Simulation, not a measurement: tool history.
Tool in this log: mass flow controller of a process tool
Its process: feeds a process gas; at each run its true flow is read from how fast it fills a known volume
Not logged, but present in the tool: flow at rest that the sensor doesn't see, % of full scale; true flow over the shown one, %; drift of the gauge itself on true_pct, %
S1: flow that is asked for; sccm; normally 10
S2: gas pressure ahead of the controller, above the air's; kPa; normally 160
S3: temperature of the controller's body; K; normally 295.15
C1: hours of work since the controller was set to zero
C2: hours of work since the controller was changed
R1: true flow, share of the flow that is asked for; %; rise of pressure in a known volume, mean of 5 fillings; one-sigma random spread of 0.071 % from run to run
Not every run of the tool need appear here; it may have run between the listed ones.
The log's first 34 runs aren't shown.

{"run": 35, "hour": 4106.2, "S1": 10, "S2": 160, "S3": 308.15, "C1": 1890, "C2": 1890, "R1": 98.64}
{"run": 36, "hour": 4257.4, "S1": 5, "S2": 184, "S3": 313.15, "C1": 1950, "C2": 1950, "R1": 97.65}
{"run": 37, "hour": 4415.2, "S1": 14, "S2": 172, "S3": 302.15, "C1": 2013, "C2": 2013, "R1": 99.14}
{"run": 38, "hour": 4558.4, "S1": 2, "S2": 188, "S3": 311.15, "C1": 2070, "C2": 2070, "R1": 95.4}
{"run": 39, "hour": 4661.2, "S1": 8, "S2": 165, "S3": 293.15, "C1": 2111, "C2": 2111, "R1": 98.92}
{"run": 40, "hour": 4751.5, "S1": 10, "S2": 215, "S3": 301.15, "C1": 2147, "C2": 2147, "R1": 98.6}
{"run": 41, "hour": 4875.4, "S1": 5, "S2": 252, "S3": 307.15, "C1": 2196, "C2": 2196, "R1": 97.4}
{"run": 42, "hour": 5016.9, "S1": 4, "S2": 182, "S3": 296.15, "C1": 2253, "C2": 2253, "R1": 97.56}
{"run": 43, "hour": 5104.7, "S1": 3, "S2": 161, "S3": 295.15, "C1": 2288, "C2": 2288, "R1": 97.08}
{"run": 44, "hour": 5204.4, "S1": 10, "S2": 189, "S3": 304.15, "C1": 2327, "C2": 2327, "R1": 98.55}
{"run": 45, "hour": 5323.5, "S1": 3, "S2": 240, "S3": 306.15, "C1": 2375, "C2": 2375, "R1": 96.32}
{"run": 46, "hour": 5412.2, "S1": 10, "S2": 177, "S3": 295.15, "C1": 2410, "C2": 2410, "R1": 98.95}
{"run": 47, "hour": 5491.2, "S1": 7, "S2": 192, "S3": 295.15, "C1": 2442, "C2": 2442, "R1": 98.46}
{"run": 48, "hour": 5647.4, "S1": 4, "S2": 225, "S3": 309.15, "C1": 2504, "C2": 2504, "R1": 96.71}
{"run": 49, "hour": 5803.9, "S1": 4, "S2": 225, "S3": 309.15, "C1": 2566, "C2": 2566, "R1": 96.64}

3 options for the next run, each taken on its own from the tool as it stands now. Forecast them:
{"run": "A", "hour": 5907.1, "S1": 4, "S2": 194, "S3": 309.15, "C1": 2607, "C2": 2607, "R1": "?"}
{"run": "B", "hour": 5907.1, "S1": 10, "S2": 201, "S3": 294.15, "C1": 2607, "C2": 2607, "R1": "?"}
{"run": "C", "hour": 5907.1, "S1": 10, "S2": 276, "S3": 308.15, "C1": 2607, "C2": 2607, "R1": "?"}

run=A R1=96.81
run=B R1=98.67
run=C R1=98.03
With the hidden condition removed and each run's random variation left untouched, the same runs would have given:
run=A R1=99.24
run=B R1=99.83
run=C R1=99.20
